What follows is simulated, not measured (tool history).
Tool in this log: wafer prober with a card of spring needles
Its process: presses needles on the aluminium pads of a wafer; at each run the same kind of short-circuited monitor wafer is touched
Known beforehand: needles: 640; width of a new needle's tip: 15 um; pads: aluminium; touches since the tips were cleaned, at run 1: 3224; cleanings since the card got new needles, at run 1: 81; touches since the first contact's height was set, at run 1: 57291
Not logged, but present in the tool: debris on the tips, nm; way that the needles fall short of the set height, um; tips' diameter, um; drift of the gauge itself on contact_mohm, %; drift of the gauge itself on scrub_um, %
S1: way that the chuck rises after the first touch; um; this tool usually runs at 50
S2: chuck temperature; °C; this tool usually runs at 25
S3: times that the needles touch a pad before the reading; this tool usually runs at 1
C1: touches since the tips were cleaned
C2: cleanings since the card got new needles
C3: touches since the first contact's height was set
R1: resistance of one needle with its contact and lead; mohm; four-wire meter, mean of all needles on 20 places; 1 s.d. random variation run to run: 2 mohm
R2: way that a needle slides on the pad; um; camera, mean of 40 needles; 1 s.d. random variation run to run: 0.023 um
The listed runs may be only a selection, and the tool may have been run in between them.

{"run": 1, "hour": 0.0, "S1": 50, "S2": 25, "S3": 1, "C1": 3224, "C2": 81, "C3": 57291, "R1": 500, "R2": 9.58}
{"hour": 8.9, "done": "tips cleaned on abrasive film"}
{"hour": 28.3, "done": "tips cleaned on abrasive film"}
{"run": 2, "hour": 31.6, "S1": 50, "S2": 25, "S3": 1, "C1": 1156, "C2": 83, "C3": 68575, "R1": 397, "R2": 9.52}
{"hour": 47.8, "done": "tips cleaned on abrasive film"}
{"run": 3, "hour": 57.5, "S1": 50, "S2": 25, "S3": 1, "C1": 3474, "C2": 84, "C3": 77876, "R1": 511, "R2": 9.5}
{"hour": 66.9, "done": "tips cleaned on abrasive film"}
{"hour": 86.8, "done": "tips cleaned on abrasive film"}
{"run": 4, "hour": 86.8, "S1": 50, "S2": 25, "S3": 1, "C1": 0, "C2": 86, "C3": 88351, "R1": 264, "R2": 9.5}
{"hour": 105.2, "done": "tips cleaned on abrasive film"}
{"run": 5, "hour": 111.6, "S1": 50, "S2": 25, "S3": 1, "C1": 2305, "C2": 87, "C3": 97234, "R1": 479, "R2": 9.49}
{"hour": 123.7, "done": "tips cleaned on abrasive film"}
{"run": 6, "hour": 137.5, "S1": 52, "S2": 25, "S3": 1, "C1": 4933, "C2": 88, "C3": 106505, "R1": 564, "R2": 9.83}
{"hour": 141.9, "done": "tips cleaned on abrasive film"}
{"run": 7, "hour": 158.3, "S1": 50, "S2": 25, "S3": 1, "C1": 5896, "C2": 89, "C3": 113975, "R1": 637, "R2": 9.4}
{"hour": 161.8, "done": "tips cleaned on abrasive film"}
{"hour": 180.5, "done": "tips cleaned on abrasive film"}
{"run": 8, "hour": 189.7, "S1": 50, "S2": 25, "S3": 1, "C1": 3296, "C2": 91, "C3": 125185, "R1": 566, "R2": 9.37}
{"hour": 201.3, "done": "tips cleaned on abrasive film"}
{"hour": 209.1, "done": "height of the first contact set anew"}
{"hour": 220.3, "done": "tips cleaned on abrasive film"}
{"run": 9, "hour": 223.9, "S1": 50, "S2": 25, "S3": 1, "C1": 1279, "C2": 93, "C3": 5283, "R1": 386, "R2": 9.79}
{"hour": 238.7, "done": "tips cleaned on abrasive film"}
{"run": 10, "hour": 250.7, "S1": 50, "S2": 25, "S3": 1, "C1": 4319, "C2": 94, "C3": 14908, "R1": 568, "R2": 9.71}
{"hour": 259.4, "done": "tips cleaned on abrasive film"}
{"hour": 278.7, "done": "tips cleaned on abrasive film"}
{"run": 11, "hour": 278.8, "S1": 50, "S2": 25, "S3": 1, "C1": 17, "C2": 96, "C3": 24937, "R1": 280, "R2": 9.64}
{"hour": 299.2, "done": "tips cleaned on abrasive film"}
{"run": 12, "hour": 299.2, "S1": 50, "S2": 25, "S3": 1, "C1": 0, "C2": 97, "C3": 32230, "R1": 258, "R2": 9.64}
{"hour": 317.3, "done": "tips cleaned on abrasive film"}
{"run": 13, "hour": 330.4, "S1": 50, "S2": 25, "S3": 1, "C1": 4713, "C2": 98, "C3": 43426, "R1": 603, "R2": 9.67}
{"hour": 335.5, "done": "tips cleaned on abrasive film"}
{"run": 14, "hour": 351.6, "S1": 50, "S2": 25, "S3": 1, "C1": 5802, "C2": 99, "C3": 51031, "R1": 622, "R2": 9.61}
{"hour": 355.1, "done": "tips cleaned on abrasive film"}
{"run": 15, "hour": 371.6, "S1": 50, "S2": 25, "S3": 1, "C1": 5936, "C2": 100, "C3": 58196, "R1": 634, "R2": 9.5}
{"hour": 374.1, "done": "tips cleaned on abrasive film"}
{"hour": 393.7, "done": "tips cleaned on abrasive film"}
{"run": 16, "hour": 407.2, "S1": 50, "S2": 25, "S3": 1, "C1": 4863, "C2": 102, "C3": 70925, "R1": 619, "R2": 9.53}
{"hour": 413.1, "done": "tips cleaned on abrasive film"}
{"hour": 430.9, "done": "tips cleaned on abrasive film"}
{"run": 17, "hour": 447.0, "S1": 31, "S2": 49, "S3": 1, "C1": 5777, "C2": 104, "C3": 85175, "R1": 1256, "R2": 5.77}
{"hour": 449.7, "done": "tips cleaned on abrasive film"}
{"hour": 468.2, "done": "tips cleaned on abrasive film"}
{"run": 18, "hour": 472.1, "S1": 34, "S2": 61, "S3": 1, "C1": 1400, "C2": 106, "C3": 94145, "R1": 683, "R2": 6.32}
{"hour": 486.8, "done": "tips cleaned on abrasive film"}
{"run": 19, "hour": 502.8, "S1": 50, "S2": 25, "S3": 2, "C1": 5759, "C2": 107, "C3": 105157, "R1": 485, "R2": 9.39}
{"hour": 505.0, "done": "tips cleaned on abrasive film"}
{"hour": 523.3, "done": "tips cleaned on abrasive film"}
{"run": 20, "hour": 534.7, "S1": 50, "S2": 25, "S3": 2, "C1": 4087, "C2": 109, "C3": 116569, "R1": 458, "R2": 9.34}
{"hour": 544.5, "done": "tips cleaned on abrasive film"}
{"run": 21, "hour": 559.5, "S1": 54, "S2": 37, "S3": 2, "C1": 5379, "C2": 110, "C3": 125445, "R1": 442, "R2": 10.1}
{"hour": 562.6, "done": "tips cleaned on abrasive film"}
{"hour": 578.5, "done": "height of the first contact set anew"}
{"hour": 583.2, "done": "tips cleaned on abrasive film"}
{"run": 22, "hour": 584.0, "S1": 54, "S2": 37, "S3": 2, "C1": 273, "C2": 112, "C3": 1925, "R1": 261, "R2": 10.49}
{"hour": 601.4, "done": "tips cleaned on abrasive film"}
{"run": 23, "hour": 609.2, "S1": 54, "S2": 44, "S3": 2, "C1": 2793, "C2": 113, "C3": 10945, "R1": 394, "R2": 10.48}
{"hour": 620.3, "done": "tips cleaned on abrasive film"}
{"run": 24, "hour": 625.7, "S1": 50, "S2": 57, "S3": 1, "C1": 1939, "C2": 114, "C3": 16857, "R1": 466, "R2": 9.67}
{"hour": 639.5, "done": "tips cleaned on abrasive film"}
{"run": 25, "hour": 649.4, "S1": 50, "S2": 57, "S3": 1, "C1": 3577, "C2": 115, "C3": 25362, "R1": 561, "R2": 9.68}
{"hour": 660.2, "done": "tips cleaned on abrasive film"}
{"hour": 679.4, "done": "tips cleaned on abrasive film"}
{"run": 26, "hour": 685.3, "S1": 69, "S2": 96, "S3": 1, "C1": 2144, "C2": 117, "C3": 38209, "R1": 380, "R2": 13.33}
{"hour": 699.7, "done": "tips cleaned on abrasive film"}
{"hour": 719.6, "done": "tips cleaned on abrasive film"}
{"run": 27, "hour": 721.9, "S1": 50, "S2": 27, "S3": 3, "C1": 821, "C2": 119, "C3": 51294, "R1": 290, "R2": 9.59}
{"hour": 738.0, "done": "tips cleaned on abrasive film"}
{"run": 28, "hour": 752.3, "S1": 37, "S2": 27, "S3": 3, "C1": 5132, "C2": 120, "C3": 62193, "R1": 520, "R2": 6.99}
{"hour": 756.6, "done": "tips cleaned on abrasive film"}
{"hour": 775.1, "done": "tips cleaned on abrasive film"}
{"run": 29, "hour": 775.1, "S1": 34, "S2": 60, "S3": 1, "C1": 0, "C2": 122, "C3": 70350, "R1": 373, "R2": 6.37}
{"hour": 794.2, "done": "tips cleaned on abrasive film"}
{"hour": 812.6, "done": "tips cleaned on abrasive film"}
{"run": 30, "hour": 812.6, "S1": 54, "S2": 105, "S3": 3, "C1": 0, "C2": 124, "C3": 83780, "R1": 260, "R2": 10.19}
{"hour": 831.6, "done": "tips cleaned on abrasive film"}
{"run": 31, "hour": 837.3, "S1": 44, "S2": 85, "S3": 3, "C1": 2041, "C2": 125, "C3": 92602, "R1": 362, "R2": 8.28}

Take each entry between the runs: how does the hidden state at the last listed run before it differ from the hidden state at the first listed run after it?
Run 1 -> run 2: tips cleaned on abrasive film (hour 8.9); tips cleaned on abrasive film (hour 28.3)
  debris on the tips, nm: 79.1 -> 49.9; way that the needles fall short of the set height, um: 0.85 -> 1.03; tips' diameter, um: 18.14 -> 18.21
  measured result minus the result with no hidden state, R1: +272 -> +174 mohm; R2: -0.17 -> -0.2 um
Run 2 -> run 3: tips cleaned on abrasive film (hour 47.8)
  debris on the tips, nm: 49.9 -> 83.3; way that the needles fall short of the set height, um: 1.03 -> 1.14; tips' diameter, um: 18.21 -> 18.25
  measured result minus the result with no hidden state, R1: +174 -> +289 mohm; R2: -0.2 -> -0.22 um
Run 3 -> run 4: tips cleaned on abrasive film (hour 66.9); tips cleaned on abrasive film (hour 86.8)
  debris on the tips, nm: 83.3 -> 9.1; way that the needles fall short of the set height, um: 1.14 -> 1.34; tips' diameter, um: 18.25 -> 18.32
  measured result minus the result with no hidden state, R1: +289 -> +38 mohm; R2: -0.22 -> -0.26 um
Run 4 -> run 5: tips cleaned on abrasive film (hour 105.2)
  debris on the tips, nm: 9.1 -> 70.4; way that the needles fall short of the set height, um: 1.34 -> 1.43; tips' diameter, um: 18.32 -> 18.35
  measured result minus the result with no hidden state, R1: +38 -> +254 mohm; R2: -0.26 -> -0.28 um
Run 5 -> run 6: tips cleaned on abrasive film (hour 123.7)
  debris on the tips, nm: 70.4 -> 102.5; way that the needles fall short of the set height, um: 1.43 -> 1.54; tips' diameter, um: 18.35 -> 18.39
  measured result minus the result with no hidden state, R1: +254 -> +340 mohm; R2: -0.28 -> -0.3 um
Run 6 -> run 7: tips cleaned on abrasive film (hour 141.9)
  debris on the tips, nm: 102.5 -> 114.4; way that the needles fall short of the set height, um: 1.54 -> 1.64; tips' diameter, um: 18.39 -> 18.42
  measured result minus the result with no hidden state, R1: +340 -> +412 mohm; R2: -0.3 -> -0.32 um
Run 7 -> run 8: tips cleaned on abrasive film (hour 161.8); tips cleaned on abrasive film (hour 180.5)
  debris on the tips, nm: 114.4 -> 93.5; way that the needles fall short of the set height, um: 1.64 -> 1.89; tips' diameter, um: 18.42 -> 18.51
  measured result minus the result with no hidden state, R1: +412 -> +342 mohm; R2: -0.32 -> -0.37 um
Run 8 -> run 9: tips cleaned on abrasive film (hour 201.3); height of the first contact set anew (hour 209.1); tips cleaned on abrasive film (hour 220.3)
  debris on the tips, nm: 93.5 -> 45.7; way that the needles fall short of the set height, um: 1.89 -> 0.09; tips' diameter, um: 18.51 -> 18.59
  measured result minus the result with no hidden state, R1: +342 -> +161 mohm; R2: -0.37 -> -0.02 um
Run 9 -> run 10: tips cleaned on abrasive film (hour 238.7)
  debris on the tips, nm: 45.7 -> 98.1; way that the needles fall short of the set height, um: 0.09 -> 0.19; tips' diameter, um: 18.59 -> 18.62
  measured result minus the result with no hidden state, R1: +161 -> +343 mohm; R2: -0.02 -> -0.04 um
Run 10 -> run 11: tips cleaned on abrasive film (hour 259.4); tips cleaned on abrasive film (hour 278.7)
  debris on the tips, nm: 98.1 -> 13.5; way that the needles fall short of the set height, um: 0.19 -> 0.46; tips' diameter, um: 18.62 -> 18.72
  measured result minus the result with no hidden state, R1: +343 -> +53 mohm; R2: -0.04 -> -0.09 um
Run 11 -> run 12: tips cleaned on abrasive film (hour 299.2)
  debris on the tips, nm: 13.5 -> 7.1; way that the needles fall short of the set height, um: 0.46 -> 0.56; tips' diameter, um: 18.72 -> 18.75
  measured result minus the result with no hidden state, R1: +53 -> +32 mohm; R2: -0.09 -> -0.11 um
Run 12 -> run 13: tips cleaned on abrasive film (hour 317.3)
  debris on the tips, nm: 7.1 -> 105.5; way that the needles fall short of the set height, um: 0.56 -> 0.64; tips' diameter, um: 18.75 -> 18.78
  measured result minus the result with no hidden state, R1: +32 -> +379 mohm; R2: -0.11 -> -0.12 um
Run 13 -> run 14: tips cleaned on abrasive film (hour 335.5)
  debris on the tips, nm: 105.5 -> 112.5; way that the needles fall short of the set height, um: 0.64 -> 0.74; tips' diameter, um: 18.78 -> 18.82
  measured result minus the result with no hidden state, R1: +379 -> +401 mohm; R2: -0.12 -> -0.14 um
Run 14 -> run 15: tips cleaned on abrasive film (hour 355.1)
  debris on the tips, nm: 112.5 -> 113.8; way that the needles fall short of the set height, um: 0.74 -> 0.87; tips' diameter, um: 18.82 -> 18.86
  measured result minus the result with no hidden state, R1: +401 -> +412 mohm; R2: -0.14 -> -0.17 um
Run 15 -> run 16: tips cleaned on abrasive film (hour 374.1); tips cleaned on abrasive film (hour 393.7)
  debris on the tips, nm: 113.8 -> 104.6; way that the needles fall short of the set height, um: 0.87 -> 1.16; tips' diameter, um: 18.86 -> 18.96
  measured result minus the result with no hidden state, R1: +412 -> +394 mohm; R2: -0.17 -> -0.23 um
Run 16 -> run 17: tips cleaned on abrasive film (hour 413.1); tips cleaned on abrasive film (hour 430.9)
  debris on the tips, nm: 104.6 -> 108; way that the needles fall short of the set height, um: 1.16 -> 1.39; tips' diameter, um: 18.96 -> 19.04
  measured result minus the result with no hidden state, R1: +394 -> +1010 mohm; R2: -0.23 -> -0.27 um
Run 17 -> run 18: tips cleaned on abrasive film (hour 449.7); tips cleaned on abrasive film (hour 468.2)
  debris on the tips, nm: 108 -> 54.5; way that the needles fall short of the set height, um: 1.39 -> 1.58; tips' diameter, um: 19.04 -> 19.11
  measured result minus the result with no hidden state, R1: +1010 -> +435 mohm; R2: -0.27 -> -0.31 um
Run 18 -> run 19: tips cleaned on abrasive film (hour 486.8)
  debris on the tips, nm: 54.5 -> 113.6; way that the needles fall short of the set height, um: 1.58 -> 1.69; tips' diameter, um: 19.11 -> 19.15
  measured result minus the result with no hidden state, R1: +435 -> +264 mohm; R2: -0.31 -> -0.33 um
Run 19 -> run 20: tips cleaned on abrasive film (hour 505); tips cleaned on abrasive film (hour 523.3)
  debris on the tips, nm: 113.6 -> 99; way that the needles fall short of the set height, um: 1.69 -> 1.97; tips' diameter, um: 19.15 -> 19.25
  measured result minus the result with no hidden state, R1: +264 -> +236 mohm; R2: -0.33 -> -0.38 um
Run 20 -> run 21: tips cleaned on abrasive film (hour 544.5)
  debris on the tips, nm: 99 -> 107.9; way that the needles fall short of the set height, um: 1.97 -> 2.1; tips' diameter, um: 19.25 -> 19.29
  measured result minus the result with no hidden state, R1: +236 -> +220 mohm; R2: -0.38 -> -0.41 um
Run 21 -> run 22: tips cleaned on abrasive film (hour 562.6); height of the first contact set anew (hour 578.5); tips cleaned on abrasive film (hour 583.2)
  debris on the tips, nm: 107.9 -> 15.3; way that the needles fall short of the set height, um: 2.1 -> 0.13; tips' diameter, um: 19.29 -> 19.37
  measured result minus the result with no hidden state, R1: +220 -> +35 mohm; R2: -0.41 -> -0.02 um
Run 22 -> run 23: tips cleaned on abrasive film (hour 601.4)
  debris on the tips, nm: 15.3 -> 86.4; way that the needles fall short of the set height, um: 0.13 -> 0.24; tips' diameter, um: 19.37 -> 19.4
  measured result minus the result with no hidden state, R1: +35 -> +166 mohm; R2: -0.02 -> -0.05 um
Run 23 -> run 24: tips cleaned on abrasive film (hour 620.3)
  debris on the tips, nm: 86.4 -> 63.3; way that the needles fall short of the set height, um: 0.24 -> 0.33; tips' diameter, um: 19.4 -> 19.44
  measured result minus the result with no hidden state, R1: +166 -> +233 mohm; R2: -0.05 -> -0.07 um
Run 24 -> run 25: tips cleaned on abrasive film (hour 639.5)
  debris on the tips, nm: 63.3 -> 91.2; way that the needles fall short of the set height, um: 0.33 -> 0.48; tips' diameter, um: 19.44 -> 19.49
  measured result minus the result with no hidden state, R1: +233 -> +330 mohm; R2: -0.07 -> -0.09 um
Run 25 -> run 26: tips cleaned on abrasive film (hour 660.2); tips cleaned on abrasive film (hour 679.4)
  debris on the tips, nm: 91.2 -> 73.5; way that the needles fall short of the set height, um: 0.48 -> 0.73; tips' diameter, um: 19.49 -> 19.58
  measured result minus the result with no hidden state, R1: +330 -> +143 mohm; R2: -0.09 -> -0.15 um
Run 26 -> run 27: tips cleaned on abrasive film (hour 699.7); tips cleaned on abrasive film (hour 719.6)
  debris on the tips, nm: 73.5 -> 38; way that the needles fall short of the set height, um: 0.73 -> 0.93; tips' diameter, um: 19.58 -> 19.65
  measured result minus the result with no hidden state, R1: +143 -> +62 mohm; R2: -0.15 -> -0.18 um
Run 27 -> run 28: tips cleaned on abrasive film (hour 738)
  debris on the tips, nm: 38 -> 109.8; way that the needles fall short of the set height, um: 0.93 -> 1.02; tips' diameter, um: 19.65 -> 19.68
  measured result minus the result with no hidden state, R1: +62 -> +287 mohm; R2: -0.18 -> -0.2 um
Run 28 -> run 29: tips cleaned on abrasive film (hour 756.6); tips cleaned on abrasive film (hour 775.1)
  debris on the tips, nm: 109.8 -> 13.6; way that the needles fall short of the set height, um: 1.02 -> 1.25; tips' diameter, um: 19.68 -> 19.76
  measured result minus the result with no hidden state, R1: +287 -> +125 mohm; R2: -0.2 -> -0.24 um
Run 29 -> run 30: tips cleaned on abrasive film (hour 794.2); tips cleaned on abrasive film (hour 812.6)
  debris on the tips, nm: 13.6 -> 6.2; way that the needles fall short of the set height, um: 1.25 -> 1.46; tips' diameter, um: 19.76 -> 19.83
  measured result minus the result with no hidden state, R1: +125 -> +17 mohm; R2: -0.24 -> -0.28 um
Run 30 -> run 31: tips cleaned on abrasive film (hour 831.6)
  debris on the tips, nm: 6.2 -> 62.2; way that the needles fall short of the set height, um: 1.46 -> 1.56; tips' diameter, um: 19.83 -> 19.87
  measured result minus the result with no hidden state, R1: +17 -> +118 mohm; R2: -0.28 -> -0.3 um
